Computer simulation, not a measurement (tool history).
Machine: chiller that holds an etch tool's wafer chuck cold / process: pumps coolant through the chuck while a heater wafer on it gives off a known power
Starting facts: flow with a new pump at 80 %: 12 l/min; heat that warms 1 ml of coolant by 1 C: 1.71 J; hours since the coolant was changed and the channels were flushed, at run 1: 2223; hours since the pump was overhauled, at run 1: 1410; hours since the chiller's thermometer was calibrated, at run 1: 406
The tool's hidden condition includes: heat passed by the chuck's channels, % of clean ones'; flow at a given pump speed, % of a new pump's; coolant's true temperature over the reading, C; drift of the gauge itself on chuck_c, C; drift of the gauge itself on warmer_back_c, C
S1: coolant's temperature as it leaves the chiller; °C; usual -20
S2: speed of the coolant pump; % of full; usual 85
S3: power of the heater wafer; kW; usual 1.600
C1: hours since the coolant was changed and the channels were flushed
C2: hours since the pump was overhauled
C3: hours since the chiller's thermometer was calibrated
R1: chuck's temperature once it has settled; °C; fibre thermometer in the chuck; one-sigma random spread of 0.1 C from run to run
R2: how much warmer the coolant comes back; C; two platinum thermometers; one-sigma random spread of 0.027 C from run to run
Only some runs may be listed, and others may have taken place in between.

run 1 hour=0.0 | S1=-20 S2=85 S3=1.600 | C1=2223 C2=1410 C3=406 | R1=-1.1 R2=4.36
run 2 hour=52.1 | S1=-20 S2=85 S3=1.600 | C1=2275 C2=1462 C3=458 | R1=-1.1 R2=4.41
run 3 hour=86.3 | S1=-20 S2=85 S3=1.600 | C1=2309 C2=1496 C3=493 | R1=-0.9 R2=4.43
run 4 hour=116.8 | S1=-20 S2=85 S3=1.600 | C1=2339 C2=1527 C3=523 | R1=-1.1 R2=4.42
run 5 hour=167.0 | S1=-20 S2=85 S3=1.600 | C1=2390 C2=1577 C3=573 | R1=-1.1 R2=4.42
run 6 hour=192.6 | S1=-20 S2=85 S3=1.600 | C1=2415 C2=1603 C3=599 | R1=-0.9 R2=4.45
run 7 hour=238.8 | S1=-20 S2=85 S3=1.600 | C1=2461 C2=1649 C3=645 | R1=-1.0 R2=4.43
run 8 hour=274.0 | S1=-11 S2=85 S3=1.600 | C1=2497 C2=1684 C3=680 | R1=7.8 R2=4.42
run 9 hour=322.8 | S1=-11 S2=85 S3=1.600 | C1=2545 C2=1733 C3=729 | R1=8.0 R2=4.50
run 10 hour=368.3 | S1=-11 S2=85 S3=1.600 | C1=2591 C2=1778 C3=775 | R1=8.1 R2=4.49
run 11 hour=395.8 | S1=-11 S2=85 S3=1.116 | C1=2618 C2=1806 C3=802 | R1=2.2 R2=3.20
run 12 hour=427.5 | S1=-11 S2=85 S3=1.116 | C1=2650 C2=1838 C3=834 | R1=2.2 R2=3.18
run 13 hour=470.5 | S1=-23 S2=85 S3=1.116 | C1=2693 C2=1881 C3=877 | R1=-9.7 R2=3.22
run 14 hour=517.4 | S1=-22 S2=85 S3=1.116 | C1=2740 C2=1928 C3=924 | R1=-8.8 R2=3.22
run 15 hour=545.1 | S1=-22 S2=85 S3=1.116 | C1=2768 C2=1955 C3=951 | R1=-8.7 R2=3.20
run 16 hour=587.7 | S1=-22 S2=85 S3=1.116 | C1=2810 C2=1998 C3=994 | R1=-8.8 R2=3.24
run 17 hour=634.8 | S1=-20 S2=80 S3=0.889 | C1=2857 C2=2045 C3=1041 | R1=-9.0 R2=2.77
run 18 hour=662.2 | S1=-25 S2=82 S3=2.275 | C1=2885 C2=2072 C3=1069 | R1=2.7 R2=6.65
run 19 hour=703.0 | S1=-20 S2=76 S3=1.600 | C1=2926 C2=2113 C3=1109 | R1=0.4 R2=5.16
run 20 hour=733.9 | S1=-15 S2=75 S3=1.015 | C1=2957 C2=2144 C3=1140 | R1=-2.0 R2=3.38
run 21 hour=786.0 | S1=-15 S2=75 S3=1.015 | C1=3009 C2=2196 C3=1192 | R1=-1.9 R2=3.41
run 22 hour=828.7 | S1=-14 S2=85 S3=1.600 | C1=3051 C2=2239 C3=1235 | R1=5.0 R2=4.62
run 23 hour=854.3 | S1=-15 S2=97 S3=1.600 | C1=3077 C2=2264 C3=1261 | R1=2.3 R2=4.06
-- hour=877.9 coolant changed, channels flushed
run 24 hour=883.1 | S1=-28 S2=95 S3=1.867 | C1=5 C2=2287 C3=1283 | R1=-7.6 R2=4.78
run 25 hour=938.7 | S1=-16 S2=85 S3=1.981 | C1=61 C2=2343 C3=1339 | R1=7.3 R2=5.68
run 26 hour=984.2 | S1=-12 S2=94 S3=1.079 | C1=106 C2=2388 C3=1385 | R1=-0.1 R2=2.92
run 27 hour=1012.0 | S1=-24 S2=98 S3=0.807 | C1=134 C2=2416 C3=1412 | R1=-15.4 R2=2.19
run 28 hour=1050.5 | S1=-24 S2=98 S3=0.807 | C1=173 C2=2455 C3=1451 | R1=-15.5 R2=2.17
run 29 hour=1083.2 | S1=-10 S2=66 S3=1.228 | C1=205 C2=2487 C3=1484 | R1=7.4 R2=4.73
run 30 hour=1129.4 | S1=-10 S2=66 S3=1.228 | C1=251 C2=2534 C3=1530 | R1=7.3 R2=4.74
run 31 hour=1174.7 | S1=-26 S2=84 S3=1.600 | C1=297 C2=2579 C3=1575 | R1=-7.0 R2=4.80

Take each entry between the runs: how does the hidden state at the last listed run before it differ from the hidden state at the first listed run after it?
Runs 23 to 24: coolant changed, channels flushed (hour 877.9)
  heat passed by the chuck's channels, % of clean ones': 99.7 -> 100
  difference, measured minus the result without the unlogged condition, R2: +0.24 -> +0.25 C

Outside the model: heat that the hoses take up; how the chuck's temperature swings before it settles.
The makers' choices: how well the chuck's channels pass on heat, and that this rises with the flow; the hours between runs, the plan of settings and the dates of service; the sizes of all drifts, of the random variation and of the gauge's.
